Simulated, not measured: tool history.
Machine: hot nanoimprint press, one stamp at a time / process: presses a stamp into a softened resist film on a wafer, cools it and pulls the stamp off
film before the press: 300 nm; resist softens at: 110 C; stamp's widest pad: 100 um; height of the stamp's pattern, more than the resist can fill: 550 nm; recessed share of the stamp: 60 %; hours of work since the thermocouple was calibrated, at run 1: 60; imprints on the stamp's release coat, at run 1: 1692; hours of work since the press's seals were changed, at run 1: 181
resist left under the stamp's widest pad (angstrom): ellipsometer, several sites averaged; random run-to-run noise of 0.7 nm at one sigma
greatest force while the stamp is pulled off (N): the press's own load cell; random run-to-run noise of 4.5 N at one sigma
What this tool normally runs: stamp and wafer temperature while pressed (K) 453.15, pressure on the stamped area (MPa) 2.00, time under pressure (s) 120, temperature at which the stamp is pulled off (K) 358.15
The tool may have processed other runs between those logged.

| run | hour | stamp and wafer temperature while pressed (K) | pressure on the stamped area (MPa) | time under pressure (s) | temperature at which the stamp is pulled off (K) | hours of work since the thermocouple was calibrated | imprints on the stamp's release coat | hours of work since the press's seals were changed | resist left under the stamp's widest pad (angstrom) | greatest force while the stamp is pulled off (N) |
|---|---|---|---|---|---|---|---|---|---|---|
| 1 | 0.0 | 453.15 | 2.00 | 120 | 358.15 | 60 | 1692 | 181 | 1836 | 324 |
| 2 | 7.2 | 453.15 | 2.00 | 120 | 358.15 | 64 | 1710 | 186 | 1832 | 312 |
| 3 | 12.0 | 453.15 | 2.00 | 120 | 358.15 | 67 | 1721 | 189 | 1835 | 322 |
| 4 | 16.8 | 453.15 | 2.00 | 120 | 358.15 | 70 | 1733 | 192 | 1845 | 321 |
| 5 | 25.5 | 453.15 | 2.00 | 120 | 358.15 | 76 | 1754 | 197 | 1845 | 325 |
| 6 | 32.9 | 453.15 | 2.00 | 120 | 358.15 | 80 | 1772 | 202 | 1846 | 329 |
| 7 | 37.3 | 458.15 | 2.00 | 120 | 358.15 | 83 | 1783 | 205 | 1575 | 334 |
| 8 | 46.4 | 451.15 | 2.00 | 120 | 358.15 | 89 | 1805 | 210 | 1944 | 340 |
| 9 | 53.9 | 453.15 | 2.00 | 120 | 358.15 | 93 | 1823 | 215 | 1847 | 331 |
| 10 | 59.5 | 453.15 | 2.00 | 120 | 358.15 | 97 | 1837 | 219 | 1846 | 326 |
| 11 | 64.4 | 453.15 | 2.00 | 120 | 358.15 | 100 | 1849 | 222 | 1845 | 318 |
| 12 | 68.5 | 453.15 | 2.00 | 120 | 358.15 | 103 | 1859 | 224 | 1844 | 321 |
| 13 | 73.2 | 453.15 | 2.00 | 120 | 358.15 | 106 | 1870 | 227 | 1846 | 345 |
| 14 | 81.2 | 451.15 | 2.00 | 120 | 358.15 | 111 | 1890 | 232 | 1969 | 332 |
| 15 | 89.6 | 451.15 | 2.00 | 120 | 358.15 | 116 | 1910 | 238 | 1962 | 338 |
| 16 | 98.7 | 453.15 | 2.00 | 120 | 358.15 | 122 | 1933 | 243 | 1859 | 324 |
| 17 | 107.5 | 453.15 | 1.75 | 120 | 343.15 | 127 | 1954 | 249 | 1943 | 383 |
| 18 | 115.8 | 453.15 | 1.75 | 120 | 343.15 | 132 | 1974 | 254 | 1955 | 375 |
| 19 | 124.4 | 453.15 | 2.00 | 109 | 358.15 | 138 | 1995 | 259 | 1905 | 345 |
| 20 | 129.9 | 453.15 | 2.00 | 109 | 358.15 | 141 | 2009 | 263 | 1894 | 338 |
| 21 | 134.6 | 453.15 | 2.00 | 92 | 359.15 | 144 | 2020 | 266 | 1982 | 340 |
|  | 138.2 | plate thermocouple calibrated |
| 22 | 141.3 | 453.15 | 2.00 | 92 | 359.15 | 2 | 2029 | 268 | 2020 | 346 |
| 23 | 148.6 | 453.15 | 1.22 | 231 | 361.15 | 7 | 2047 | 273 | 1933 | 347 |
| 24 | 153.0 | 453.15 | 2.00 | 120 | 355.15 | 9 | 2057 | 275 | 1895 | 366 |
| 25 | 157.0 | 453.15 | 1.60 | 120 | 355.15 | 12 | 2067 | 278 | 2063 | 349 |
|  | 163.0 | plate thermocouple calibrated, once more |
| 26 | 166.1 | 453.15 | 1.82 | 120 | 355.15 | 2 | 2082 | 282 | 1888 | 350 |
| 27 | 171.7 | 446.15 | 1.79 | 120 | 355.15 | 5 | 2096 | 285 | 2297 | 359 |
| 28 | 177.8 | 460.15 | 2.71 | 185 | 356.15 | 9 | 2111 | 289 | 1066 | 358 |
| 29 | 181.9 | 460.15 | 1.95 | 150 | 356.15 | 12 | 2121 | 292 | 1368 | 367 |
| 30 | 188.8 | 453.15 | 2.00 | 216 | 358.15 | 16 | 2137 | 296 | 1519 | 355 |
| 31 | 193.6 | 453.15 | 2.00 | 91 | 358.15 | 19 | 2149 | 299 | 1958 | 359 |

Take each entry between the runs: how does the hidden state at the last listed run before it differ from the hidden state at the first listed run after it?
In the gap between runs 21 and 22: plate thermocouple calibrated (hour 138.2)
  true temperature over the reading, C: -0.91 -> -1.55; pressure that arrives at the usual setting, %: 98.95 -> 98.94; grip of the stamp's worn release coat, % over a new coat's: 54.9 -> 55.1
  what was measured, less what the result would be without the hidden state, resist left under the stamp's widest pad (angstrom): +58 -> +92; greatest force while the stamp is pulled off (N): +122 -> +125
In the gap between runs 25 and 26: plate thermocouple calibrated, once more (hour 163.0)
  true temperature over the reading, C: -1.59 -> -0.14; pressure that arrives at the usual setting, %: 98.91 -> 98.9; grip of the stamp's worn release coat, % over a new coat's: 56.2 -> 56.6
  what was measured, less what the result would be without the hidden state, resist left under the stamp's widest pad (angstrom): +92 -> +15; greatest force while the stamp is pulled off (N): +128 -> +126
